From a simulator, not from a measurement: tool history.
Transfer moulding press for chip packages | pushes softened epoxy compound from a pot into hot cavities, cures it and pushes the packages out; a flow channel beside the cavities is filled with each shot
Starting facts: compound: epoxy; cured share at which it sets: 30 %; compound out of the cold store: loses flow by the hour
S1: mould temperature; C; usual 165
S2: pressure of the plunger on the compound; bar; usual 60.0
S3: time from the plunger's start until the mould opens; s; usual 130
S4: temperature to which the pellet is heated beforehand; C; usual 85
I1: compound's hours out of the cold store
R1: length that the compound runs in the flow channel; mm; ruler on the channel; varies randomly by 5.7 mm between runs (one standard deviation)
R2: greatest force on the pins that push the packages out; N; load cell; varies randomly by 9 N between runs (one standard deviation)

Run 1, day 0.000: usual settings; I1 36.7. Result: R1 592 mm, R2 403 N.
Run 2, day 1.625: usual settings; I1 38.3. Result: R1 578 mm, R2 505 N.
Run 3, day 2.892: usual settings; I1 43.2. Result: R1 565 mm, R2 511 N.
Run 4, day 3.858: usual settings but S1 166 C; I1 46.6. Result: R1 556 mm, R2 524 N.
Run 5, day 4.708: usual settings but S1 172 C; I1 34.5. Result: R1 566 mm, R2 524 N.
At day 5.379: cavities cleaned with cleaning compound and waxed.
Run 6, day 5.550: usual settings but S1 172 C; I1 45.5. Result: R1 548 mm, R2 368 N.
Run 7, day 6.329: usual settings; I1 43.6. Result: R1 553 mm, R2 432 N.
Run 8, day 7.938: usual settings but S4 90 C; I1 44.1. Result: R1 561 mm, R2 524 N.
Run 9, day 9.417: usual settings but S4 90 C; I1 37.5. Result: R1 570 mm, R2 541 N.
At day 10.679: cavities cleaned with cleaning compound and waxed.
Run 10, day 10.679: usual settings; I1 43.1. Result: R1 545 mm, R2 385 N.
Run 11, day 11.450: usual settings; I1 9.9. Result: R1 621 mm, R2 444 N.
Run 12, day 12.938: usual settings; I1 40.5. Result: R1 548 mm, R2 490 N.
Run 13, day 13.612: usual settings; I1 25.9. Result: R1 580 mm, R2 531 N.
Run 14, day 14.950: usual settings; I1 27.4. Result: R1 586 mm, R2 581 N.
At day 15.988: cavities cleaned with cleaning compound and waxed.
Run 15, day 16.183: usual settings; I1 12.3. Result: R1 609 mm, R2 420 N.
Run 16, day 17.625: usual settings but S4 77 C; I1 28.8. Result: R1 579 mm, R2 468 N.
Run 17, day 18.654: usual settings but S1 166 C; I1 25.8. Result: R1 571 mm, R2 491 N.
Run 18, day 19.550: usual settings but S1 161 C, S3 164 s; I1 28.9. Result: R1 582 mm, R2 534 N.
Run 19, day 20.783: usual settings but S1 158 C, S2 60.9 bar, S3 132 s; I1 20.8. Result: R1 611 mm, R2 820 N.
At day 21.392: cavities cleaned with cleaning compound and waxed.
Run 20, day 21.679: usual settings but S1 158 C, S2 60.9 bar, S3 132 s; I1 8.5. Result: R1 632 mm, R2 631 N.
At day 22.133: plunger's sealing rings changed.
Run 21, day 22.742: usual settings but S1 158 C, S2 60.9 bar, S3 132 s; I1 31.4. Result: R1 636 mm, R2 653 N.
Run 22, day 23.804: usual settings but S1 164 C, S3 154 s, S4 77 C; I1 32.2. Result: R1 603 mm, R2 470 N.
Run 23, day 25.362: usual settings but S1 172 C, S2 51.1 bar, S4 81 C; I1 17.4. Result: R1 565 mm, R2 492 N.
Run 24, day 26.100: usual settings but S1 168 C, S4 93 C; I1 17.1. Result: R1 620 mm, R2 517 N.
At day 26.779: cavities cleaned with cleaning compound and waxed.
Run 25, day 27.767: usual settings but S1 172 C, S4 78 C; I1 19.2. Result: R1 604 mm, R2 403 N.

What will run 26 give?
Run 26, day 29.112: usual settings but S1 172 C, S3 158 s; I1 17.9. Result: R1 ?, R2 ?.

Run 26 came out at R1 609 mm, R2 464 N.
Were there no unlogged condition in the tool, this run, its random variation unchanged, would have produced R1 623 mm, R2 368 N.
